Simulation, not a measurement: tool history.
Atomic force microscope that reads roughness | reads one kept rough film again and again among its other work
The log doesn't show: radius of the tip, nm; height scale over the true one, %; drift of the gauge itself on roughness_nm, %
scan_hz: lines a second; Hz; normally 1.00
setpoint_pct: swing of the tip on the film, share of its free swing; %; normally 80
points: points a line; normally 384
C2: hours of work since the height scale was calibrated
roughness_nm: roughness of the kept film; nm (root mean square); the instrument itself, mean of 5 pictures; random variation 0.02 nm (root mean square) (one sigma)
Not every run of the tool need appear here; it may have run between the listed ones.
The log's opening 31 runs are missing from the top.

run 32 hour=259.6 | scan_hz=0.98 setpoint_pct=80 points=384 | pictures_with_this_tip=19 C2=185 | roughness_nm=4.937
run 33 hour=267.0 | scan_hz=1.27 setpoint_pct=68 points=923 | pictures_with_this_tip=35 C2=190 | roughness_nm=5.017
run 34 hour=278.1 | scan_hz=1.00 setpoint_pct=80 points=428 | pictures_with_this_tip=59 C2=198 | roughness_nm=4.798
run 35 hour=287.3 | scan_hz=1.00 setpoint_pct=80 points=428 | pictures_with_this_tip=79 C2=204 | roughness_nm=4.721
run 36 hour=295.5 | scan_hz=1.00 setpoint_pct=80 points=428 | pictures_with_this_tip=97 C2=209 | roughness_nm=4.678
run 37 hour=304.3 | scan_hz=1.90 setpoint_pct=60 points=452 | pictures_with_this_tip=116 C2=215 | roughness_nm=4.716
-- hour=313.9 new tip fitted
run 38 hour=315.2 | scan_hz=2.07 setpoint_pct=86 points=458 | pictures_with_this_tip=2 C2=223 | roughness_nm=4.614
run 39 hour=323.3 | scan_hz=2.87 setpoint_pct=77 points=458 | pictures_with_this_tip=20 C2=228 | roughness_nm=4.664
run 40 hour=333.2 | scan_hz=2.87 setpoint_pct=77 points=458 | pictures_with_this_tip=42 C2=235 | roughness_nm=4.540
run 41 hour=344.4 | scan_hz=2.87 setpoint_pct=77 points=458 | pictures_with_this_tip=66 C2=243 | roughness_nm=4.517
run 42 hour=353.3 | scan_hz=2.87 setpoint_pct=77 points=458 | pictures_with_this_tip=85 C2=249 | roughness_nm=4.438
run 43 hour=361.6 | scan_hz=1.00 setpoint_pct=59 points=927 | pictures_with_this_tip=103 C2=254 | roughness_nm=4.851
run 44 hour=369.3 | scan_hz=2.37 setpoint_pct=59 points=790 | pictures_with_this_tip=120 C2=260 | roughness_nm=4.679
-- hour=376.7 new tip fitted
run 45 hour=379.2 | scan_hz=1.44 setpoint_pct=80 points=401 | pictures_with_this_tip=6 C2=266 | roughness_nm=4.889
run 46 hour=386.9 | scan_hz=1.44 setpoint_pct=80 points=401 | pictures_with_this_tip=22 C2=271 | roughness_nm=4.872
run 47 hour=395.8 | scan_hz=1.44 setpoint_pct=80 points=401 | pictures_with_this_tip=42 C2=277 | roughness_nm=4.761
run 48 hour=402.9 | scan_hz=1.26 setpoint_pct=79 points=344 | pictures_with_this_tip=57 C2=282 | roughness_nm=4.771
run 49 hour=413.0 | scan_hz=1.49 setpoint_pct=76 points=277 | pictures_with_this_tip=79 C2=289 | roughness_nm=4.678
run 50 hour=417.7 | scan_hz=1.00 setpoint_pct=77 points=891 | pictures_with_this_tip=89 C2=292 | roughness_nm=4.717
run 51 hour=426.9 | scan_hz=1.00 setpoint_pct=77 points=891 | pictures_with_this_tip=109 C2=299 | roughness_nm=4.670

Predict each of these 5 candidate next runs independently; none follows another, all start after run 51:
run A hour=436.6 | scan_hz=1.54 setpoint_pct=80 points=384 | pictures_with_this_tip=130 C2=305 | roughness_nm=?
run B hour=436.6 | scan_hz=0.67 setpoint_pct=57 points=860 | pictures_with_this_tip=130 C2=305 | roughness_nm=?
run C hour=436.6 | scan_hz=0.92 setpoint_pct=65 points=480 | pictures_with_this_tip=130 C2=305 | roughness_nm=?
run D hour=436.6 | scan_hz=2.95 setpoint_pct=80 points=384 | pictures_with_this_tip=130 C2=305 | roughness_nm=?
run E hour=436.6 | scan_hz=1.00 setpoint_pct=56 points=891 | pictures_with_this_tip=130 C2=305 | roughness_nm=?

run=A roughness_nm=4.467
run=B roughness_nm=4.808
run=C roughness_nm=4.754
run=D roughness_nm=4.166
run=E roughness_nm=4.772
With no hidden state in the tool, these same runs would have given:
run=A roughness_nm=4.891
run=B roughness_nm=5.263
run=C roughness_nm=5.206
run=D roughness_nm=4.562
run=E roughness_nm=5.225
